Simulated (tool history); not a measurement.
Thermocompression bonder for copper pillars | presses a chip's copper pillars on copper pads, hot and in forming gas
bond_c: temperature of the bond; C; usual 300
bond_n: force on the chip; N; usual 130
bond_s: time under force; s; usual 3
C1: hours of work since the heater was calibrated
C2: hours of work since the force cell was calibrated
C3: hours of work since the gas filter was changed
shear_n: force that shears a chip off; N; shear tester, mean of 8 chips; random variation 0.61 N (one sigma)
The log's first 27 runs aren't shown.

{"day": 60.404, "done": "heater calibrated with a thermocouple chip"}
{"run": 28, "day": 61.979, "bond_c": 279, "bond_n": 194, "bond_s": 4, "C1": 26, "C2": 576, "C3": 368, "shear_n": 39.6}
{"run": 29, "day": 63.467, "bond_c": 306, "bond_n": 194, "bond_s": 3, "C1": 50, "C2": 600, "C3": 392, "shear_n": 51.8}
{"run": 30, "day": 65.592, "bond_c": 300, "bond_n": 130, "bond_s": 5, "C1": 85, "C2": 635, "C3": 427, "shear_n": 36.6}
{"day": 66.812, "done": "forming gas filter changed"}
{"run": 31, "day": 67.362, "bond_c": 327, "bond_n": 130, "bond_s": 3, "C1": 113, "C2": 663, "C3": 9, "shear_n": 48.1}
{"run": 32, "day": 69.162, "bond_c": 327, "bond_n": 130, "bond_s": 3, "C1": 143, "C2": 693, "C3": 38, "shear_n": 46.7}
{"run": 33, "day": 71.867, "bond_c": 327, "bond_n": 130, "bond_s": 3, "C1": 187, "C2": 737, "C3": 83, "shear_n": 46.4}
{"run": 34, "day": 74.925, "bond_c": 294, "bond_n": 81, "bond_s": 3, "C1": 237, "C2": 787, "C3": 133, "shear_n": 16.9}
{"run": 35, "day": 77.704, "bond_c": 302, "bond_n": 85, "bond_s": 6, "C1": 282, "C2": 832, "C3": 178, "shear_n": 25.6}
{"run": 36, "day": 80.492, "bond_c": 300, "bond_n": 130, "bond_s": 2, "C1": 328, "C2": 878, "C3": 224, "shear_n": 27.2}
{"run": 37, "day": 82.333, "bond_c": 300, "bond_n": 193, "bond_s": 2, "C1": 358, "C2": 908, "C3": 254, "shear_n": 43.4}
{"run": 38, "day": 84.333, "bond_c": 316, "bond_n": 131, "bond_s": 5, "C1": 391, "C2": 941, "C3": 286, "shear_n": 47.6}
{"run": 39, "day": 85.679, "bond_c": 313, "bond_n": 88, "bond_s": 8, "C1": 413, "C2": 963, "C3": 308, "shear_n": 36.7}

3 ways to go on from here, each from the tool as it stands after run 39. What would each give?
{"run": "A", "day": 88.275, "bond_c": 313, "bond_n": 83, "bond_s": 6, "C1": 455, "C2": 1005, "C3": 351, "shear_n": "?"}
{"run": "B", "day": 88.275, "bond_c": 305, "bond_n": 107, "bond_s": 3, "C1": 455, "C2": 1005, "C3": 351, "shear_n": "?"}
{"run": "C", "day": 88.275, "bond_c": 289, "bond_n": 98, "bond_s": 8, "C1": 455, "C2": 1005, "C3": 351, "shear_n": "?"}

run=A shear_n=29.4
run=B shear_n=27.8
run=C shear_n=28.0
Without the tool's hidden state the same runs would have given:
run=A shear_n=32.5
run=B shear_n=30.6
run=C shear_n=30.8
